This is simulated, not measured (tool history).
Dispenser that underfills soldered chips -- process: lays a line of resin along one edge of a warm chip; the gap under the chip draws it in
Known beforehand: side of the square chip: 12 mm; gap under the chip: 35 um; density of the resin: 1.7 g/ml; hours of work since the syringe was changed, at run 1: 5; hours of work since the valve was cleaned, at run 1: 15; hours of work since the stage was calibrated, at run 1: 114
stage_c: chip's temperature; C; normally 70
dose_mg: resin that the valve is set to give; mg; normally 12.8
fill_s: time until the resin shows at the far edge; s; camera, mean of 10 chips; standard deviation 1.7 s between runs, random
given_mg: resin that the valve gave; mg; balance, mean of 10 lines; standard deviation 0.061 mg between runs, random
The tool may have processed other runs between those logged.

run	hour	stage_c	dose_mg	hours of work since the syringe was changed	hours of work since the valve was cleaned	hours of work since the stage was calibrated	fill_s	given_mg
1	0.0	70	12.8	5	15	114	243.4	12.85
2	2.6	70	12.8	7	17	116	283.4	12.76
# hour 5.9: new syringe of resin
3	6.6	70	12.8	0	19	119	175.5	12.59
4	9.2	70	12.8	2	21	121	206.7	12.66
5	13.7	78	12.8	6	25	124	183.2	12.69
6	16.8	78	12.8	8	27	127	213.2	12.74
# hour 18.5: new syringe of resin
7	19.9	70	12.8	1	29	129	188.4	12.64
8	22.2	70	12.8	3	31	131	211.3	12.61
9	26.5	70	12.8	6	34	134	265.3	12.59
10	30.4	70	12.8	9	37	137	330.3	12.57
# hour 31.3: new syringe of resin
11	33.9	70	12.8	2	39	139	199.5	12.54
12	35.9	70	12.8	3	41	141	221.3	12.59
13	39.8	70	12.8	6	44	144	268.1	12.57
14	43.2	59	12.8	9	47	146	549.8	12.63
# hour 44.1: new syringe of resin
15	47.0	71	12.8	2	49	149	189.8	12.53
16	49.3	70	16.3	4	51	151	222.5	15.86
17	51.7	70	12.5	6	53	152	255.3	12.25
18	53.5	70	12.5	7	54	154	279.1	12.18
# hour 56.8: new syringe of resin
19	57.6	70	13.3	1	57	157	181.3	12.97
20	60.7	62	11.8	3	59	159	318.4	11.56
21	63.2	74	13.4	5	61	161	198.9	13.04
22	65.4	74	13.4	7	63	163	230.1	13.00
23	68.2	70	14.2	9	65	165	313.3	13.66
# hour 69.6: new syringe of resin
24	71.8	70	14.2	2	67	167	192.8	13.72
25	75.1	65	13.4	4	70	170	294.3	13.10
26	78.7	65	14.2	7	73	172	351.4	13.83
# hour 82.3: new syringe of resin
27	82.3	79	15.2	0	75	175	113.1	14.82
28	84.8	67	11.4	2	77	177	233.8	11.08
29	88.0	67	11.4	4	80	179	273.8	10.99
30	91.5	76	13.7	7	82	182	214.8	13.26
# hour 95.1: new syringe of resin
31	96.1	76	13.7	1	85	185	136.9	13.18
32	99.9	56	12.9	4	88	188	443.1	12.45
33	103.7	63	12.4	7	91	191	386.8	12.01
# hour 108.0: new syringe of resin
34	108.2	67	14.7	0	94	194	199.2	14.05
35	110.3	67	14.7	2	96	196	221.1	14.13
36	114.4	79	14.1	5	99	199	158.7	13.58
37	117.8	79	14.1	7	102	201	190.9	13.42

Table of differences, measured result less the result of that run with no hidden state. Run-to-run variation is the same in both. Gauge scatter possibly is not:
Hidden conditions of the tool in this case: resin's viscosity, % of fresh resin's; dose that the valve gives, % of what is set; true chip temperature over the reading, C; drift of the gauge itself on fill_s, %; drift of the gauge itself on given_mg, %.
run	fill_s	given_mg
1	+79.7	-0.08
2	+117.8	-0.08
3	+10.0	-0.10
4	+37.6	-0.11
5	+65.0	-0.13
6	+96.9	-0.14
7	+21.0	-0.15
8	+45.2	-0.16
9	+99.2	-0.17
10	+162.2	-0.19
11	+30.7	-0.21
12	+53.7	-0.21
13	+102.4	-0.23
14	+266.9	-0.24
15	+31.3	-0.25
16	+58.0	-0.34
17	+89.2	-0.27
18	+114.8	-0.27
19	+15.3	-0.31
20	+72.3	-0.28
21	+63.6	-0.32
22	+90.3	-0.33
23	+149.7	-0.37
24	+28.2	-0.38
25	+84.0	-0.38
26	+143.7	-0.41
27	+3.4	-0.45
28	+37.0	-0.35
29	+79.9	-0.36
30	+87.9	-0.45
31	+11.8	-0.46
32	+115.0	-0.46
33	+153.0	-0.45
34	+8.8	-0.56
35	+32.1	-0.57
36	+49.7	-0.56
37	+81.3	-0.57
